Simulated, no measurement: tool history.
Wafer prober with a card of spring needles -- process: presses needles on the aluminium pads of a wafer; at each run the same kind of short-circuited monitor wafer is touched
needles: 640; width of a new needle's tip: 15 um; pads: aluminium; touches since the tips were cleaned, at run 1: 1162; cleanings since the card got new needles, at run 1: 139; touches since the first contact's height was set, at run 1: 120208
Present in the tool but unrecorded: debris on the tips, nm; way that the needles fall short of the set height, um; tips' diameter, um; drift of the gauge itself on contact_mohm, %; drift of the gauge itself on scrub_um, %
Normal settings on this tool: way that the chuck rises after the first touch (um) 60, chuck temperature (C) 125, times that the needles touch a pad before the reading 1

| run | hour | way that the chuck rises after the first touch (um) | chuck temperature (C) | times that the needles touch a pad before the reading | touches since the tips were cleaned | cleanings since the card got new needles | touches since the first contact's height was set | resistance of one needle with its contact and lead (mohm) | way that a needle slides on the pad (um) |
|---|---|---|---|---|---|---|---|---|---|
| 1 | 0.0 | 60 | 125 | 1 | 1162 | 139 | 120208 | 295 | 11.70 |
|  | 4.8 | tips cleaned on abrasive film |
|  | 12.8 | tips cleaned on abrasive film |
|  | 19.4 | height of the first contact set anew |
|  | 21.1 | tips cleaned on abrasive film |
|  | 27.5 | tips cleaned on abrasive film |
|  | 35.5 | tips cleaned on abrasive film |
|  | 43.5 | tips cleaned on abrasive film |
|  | 51.5 | tips cleaned on abrasive film |
|  | 57.9 | tips cleaned on abrasive film |
| 2 | 58.7 | 60 | 125 | 1 | 540 | 147 | 24753 | 297 | 12.12 |
|  | 65.1 | tips cleaned on abrasive film |
|  | 73.1 | tips cleaned on abrasive film |
|  | 81.1 | tips cleaned on abrasive film |
|  | 89.1 | tips cleaned on abrasive film |
|  | 97.0 | tips cleaned on abrasive film |
|  | 105.0 | tips cleaned on abrasive film |
|  | 113.0 | tips cleaned on abrasive film |
| 3 | 118.4 | 60 | 125 | 1 | 3461 | 154 | 62515 | 302 | 11.97 |
|  | 120.1 | tips cleaned on abrasive film |
|  | 128.1 | tips cleaned on abrasive film |
|  | 134.5 | tips cleaned on abrasive film |
|  | 140.9 | tips cleaned on abrasive film |
|  | 148.9 | tips cleaned on abrasive film |
|  | 156.9 | tips cleaned on abrasive film |
|  | 164.8 | tips cleaned on abrasive film |
|  | 172.8 | tips cleaned on abrasive film |
| 4 | 173.6 | 60 | 125 | 1 | 515 | 162 | 97330 | 294 | 11.79 |
|  | 180.0 | tips cleaned on abrasive film |
|  | 186.4 | tips cleaned on abrasive film |
|  | 194.4 | tips cleaned on abrasive film |
|  | 200.8 | tips cleaned on abrasive film |
|  | 208.8 | tips cleaned on abrasive film |
|  | 215.2 | tips cleaned on abrasive film |
| 5 | 215.3 | 60 | 125 | 1 | 55 | 168 | 123616 | 293 | 11.62 |
|  | 221.7 | tips cleaned on abrasive film |
|  | 228.1 | tips cleaned on abrasive film |
|  | 230.0 | height of the first contact set anew |
|  | 236.4 | tips cleaned on abrasive film |
|  | 244.4 | tips cleaned on abrasive film |
| 6 | 246.5 | 60 | 125 | 1 | 1382 | 172 | 10461 | 298 | 12.11 |
|  | 251.3 | tips cleaned on abrasive film |
|  | 259.3 | tips cleaned on abrasive film |
|  | 265.7 | tips cleaned on abrasive film |
|  | 273.7 | tips cleaned on abrasive film |
|  | 280.1 | tips cleaned on abrasive film |
|  | 286.5 | tips cleaned on abrasive film |
|  | 294.5 | tips cleaned on abrasive film |
|  | 302.5 | tips cleaned on abrasive film |
| 7 | 302.7 | 60 | 125 | 1 | 116 | 180 | 45888 | 300 | 12.02 |
|  | 309.1 | tips cleaned on abrasive film |
|  | 317.1 | tips cleaned on abrasive film |
|  | 325.0 | tips cleaned on abrasive film |
|  | 332.9 | tips cleaned on abrasive film |
| 8 | 332.9 | 60 | 125 | 1 | 0 | 184 | 64942 | 296 | 12.00 |
|  | 340.8 | tips cleaned on abrasive film |
|  | 342.5 | tips cleaned on abrasive film, once more |
|  | 348.9 | tips cleaned on abrasive film |
|  | 355.3 | tips cleaned on abrasive film |
|  | 363.3 | tips cleaned on abrasive film |
| 9 | 367.6 | 72 | 125 | 1 | 2764 | 189 | 86874 | 301 | 14.28 |
|  | 370.9 | tips cleaned on abrasive film |
|  | 377.3 | tips cleaned on abrasive film |
|  | 385.3 | tips cleaned on abrasive film |
|  | 393.3 | tips cleaned on abrasive film |
|  | 401.2 | tips cleaned on abrasive film |
|  | 409.2 | tips cleaned on abrasive film |
|  | 415.6 | tips cleaned on abrasive film |
| 10 | 417.5 | 72 | 125 | 1 | 1197 | 196 | 118337 | 296 | 14.02 |
|  | 422.3 | tips cleaned on abrasive film |
|  | 428.7 | tips cleaned on abrasive film |
|  | 436.7 | tips cleaned on abrasive film |
|  | 440.2 | height of the first contact set anew |
|  | 445.0 | tips cleaned on abrasive film |
|  | 451.4 | tips cleaned on abrasive film |
|  | 459.4 | tips cleaned on abrasive film |
| 11 | 463.7 | 72 | 125 | 1 | 2754 | 202 | 14861 | 302 | 14.60 |
|  | 467.0 | tips cleaned on abrasive film |
|  | 474.9 | tips cleaned on abrasive film |
|  | 481.3 | tips cleaned on abrasive film |
|  | 489.3 | tips cleaned on abrasive film |
|  | 497.3 | tips cleaned on abrasive film |
| 12 | 498.7 | 62 | 55 | 1 | 908 | 207 | 36955 | 280 | 12.46 |
|  | 505.1 | tips cleaned on abrasive film |
|  | 511.5 | tips cleaned on abrasive film |
|  | 519.5 | tips cleaned on abrasive film |
|  | 527.5 | tips cleaned on abrasive film |
|  | 535.5 | tips cleaned on abrasive film |
|  | 543.5 | tips cleaned on abrasive film |
|  | 551.5 | tips cleaned on abrasive film |
| 13 | 553.9 | 62 | 55 | 1 | 1551 | 214 | 71799 | 281 | 12.35 |
|  | 558.7 | tips cleaned on abrasive film |
|  | 565.1 | tips cleaned on abrasive film |
|  | 573.1 | tips cleaned on abrasive film |
|  | 579.5 | tips cleaned on abrasive film |
|  | 587.5 | tips cleaned on abrasive film |
| 14 | 590.3 | 62 | 55 | 1 | 1816 | 219 | 94801 | 286 | 12.24 |
|  | 595.2 | tips cleaned on abrasive film |
|  | 603.1 | tips cleaned on abrasive film |
|  | 611.1 | tips cleaned on abrasive film |
|  | 619.1 | tips cleaned on abrasive film |
|  | 627.1 | tips cleaned on abrasive film |
|  | 633.5 | tips cleaned on abrasive film |
|  | 641.5 | tips cleaned on abrasive film |
|  | 649.5 | tips cleaned on abrasive film |
|  | 651.3 | height of the first contact set anew |
| 15 | 652.2 | 43 | 120 | 2 | 1556 | 227 | 546 | 317 | 8.68 |
|  | 657.0 | tips cleaned on abrasive film |
|  | 663.4 | tips cleaned on abrasive film |
|  | 671.4 | tips cleaned on abrasive film |
|  | 677.8 | tips cleaned on abrasive film |
|  | 685.8 | tips cleaned on abrasive film |
|  | 693.8 | tips cleaned on abrasive film |
|  | 701.8 | tips cleaned on abrasive film |
| 16 | 701.8 | 42 | 120 | 1 | 19 | 234 | 31840 | 309 | 8.44 |
|  | 708.2 | tips cleaned on abrasive film |
|  | 716.2 | tips cleaned on abrasive film |
|  | 724.2 | tips cleaned on abrasive film |
|  | 730.6 | tips cleaned on abrasive film |
|  | 738.5 | tips cleaned on abrasive film |
| 17 | 739.7 | 42 | 120 | 1 | 738 | 239 | 55776 | 318 | 8.15 |
|  | 746.1 | tips cleaned on abrasive film |
|  | 754.1 | tips cleaned on abrasive film |
|  | 760.5 | tips cleaned on abrasive film |
|  | 768.5 | tips cleaned on abrasive film |
|  | 776.5 | tips cleaned on abrasive film |
|  | 782.9 | tips cleaned on abrasive film |
|  | 790.9 | tips cleaned on abrasive film |
| 18 | 792.3 | 42 | 120 | 1 | 919 | 246 | 88978 | 318 | 8.11 |
|  | 798.7 | tips cleaned on abrasive film |
|  | 805.1 | tips cleaned on abrasive film |
|  | 811.5 | tips cleaned on abrasive film |
|  | 819.5 | tips cleaned on abrasive film |
|  | 827.5 | tips cleaned on abrasive film |
|  | 835.5 | tips cleaned on abrasive film |
|  | 843.4 | tips cleaned on abrasive film |
|  | 851.4 | tips cleaned on abrasive film |
| 19 | 854.1 | 56 | 31 | 1 | 1720 | 254 | 128026 | 283 | 10.77 |
|  | 858.9 | tips cleaned on abrasive film |
|  | 862.4 | height of the first contact set anew |
|  | 865.6 | tips cleaned on abrasive film |
|  | 873.6 | tips cleaned on abrasive film |
|  | 881.6 | tips cleaned on abrasive film |
|  | 888.0 | tips cleaned on abrasive film |
|  | 896.0 | tips cleaned on abrasive film |
|  | 904.0 | tips cleaned on abrasive film |
| 20 | 907.0 | 42 | 31 | 2 | 1953 | 261 | 28183 | 290 | 8.44 |
|  | 911.9 | tips cleaned on abrasive film |
|  | 918.3 | tips cleaned on abrasive film |
|  | 924.7 | tips cleaned on abrasive film |
|  | 932.7 | tips cleaned on abrasive film |
|  | 940.6 | tips cleaned on abrasive film |
| 21 | 942.2 | 60 | 125 | 2 | 973 | 266 | 50342 | 304 | 12.00 |
|  | 948.6 | tips cleaned on abrasive film |
|  | 955.0 | tips cleaned on abrasive film |
|  | 963.0 | tips cleaned on abrasive film |
|  | 970.9 | tips cleaned on abrasive film |
|  | 977.4 | tips cleaned on abrasive film |
|  | 983.8 | tips cleaned on abrasive film |
|  | 991.7 | tips cleaned on abrasive film |
|  | 999.7 | tips cleaned on abrasive film |
| 22 | 1002.6 | 60 | 39 | 1 | 1858 | 274 | 88519 | 284 | 11.76 |

Below are 3 alternative next runs, each starting from the tool's condition after run 22. Predict each:
|  | 1007.5 | tips cleaned on abrasive film |
|  | 1015.4 | tips cleaned on abrasive film |
|  | 1021.8 | tips cleaned on abrasive film |
|  | 1028.3 | tips cleaned on abrasive film |
|  | 1036.2 | tips cleaned on abrasive film |
|  | 1042.6 | tips cleaned on abrasive film |
|  | 1050.6 | tips cleaned on abrasive film |
|  | 1057.0 | tips cleaned on abrasive film |
| A | 1061.6 | 68 | 125 | 2 | 2909 | 282 | 125729 | ? | ? |
|  | 1007.5 | tips cleaned on abrasive film |
|  | 1015.4 | tips cleaned on abrasive film |
|  | 1021.8 | tips cleaned on abrasive film |
|  | 1028.3 | tips cleaned on abrasive film |
|  | 1036.2 | tips cleaned on abrasive film |
|  | 1042.6 | tips cleaned on abrasive film |
|  | 1050.6 | tips cleaned on abrasive film |
|  | 1057.0 | tips cleaned on abrasive film |
| B | 1061.6 | 43 | 99 | 1 | 2909 | 282 | 125729 | ? | ? |
|  | 1007.5 | tips cleaned on abrasive film |
|  | 1015.4 | tips cleaned on abrasive film |
|  | 1021.8 | tips cleaned on abrasive film |
|  | 1028.3 | tips cleaned on abrasive film |
|  | 1036.2 | tips cleaned on abrasive film |
|  | 1042.6 | tips cleaned on abrasive film |
|  | 1050.6 | tips cleaned on abrasive film |
|  | 1057.0 | tips cleaned on abrasive film |
| C | 1061.6 | 48 | 125 | 1 | 2909 | 282 | 125729 | ? | ? |

| run | resistance of one needle with its contact and lead (mohm) | way that a needle slides on the pad (um) |
|---|---|---|
| A | 304 | 13.19 |
| B | 343 | 8.17 |
| C | 337 | 9.12 |
Without the tool's unlogged condition, the same runs would have read:
| run | resistance of one needle with its contact and lead (mohm) | way that a needle slides on the pad (um) |
|---|---|---|
| A | 284 | 13.85 |
| B | 288 | 8.83 |
| C | 293 | 9.78 |
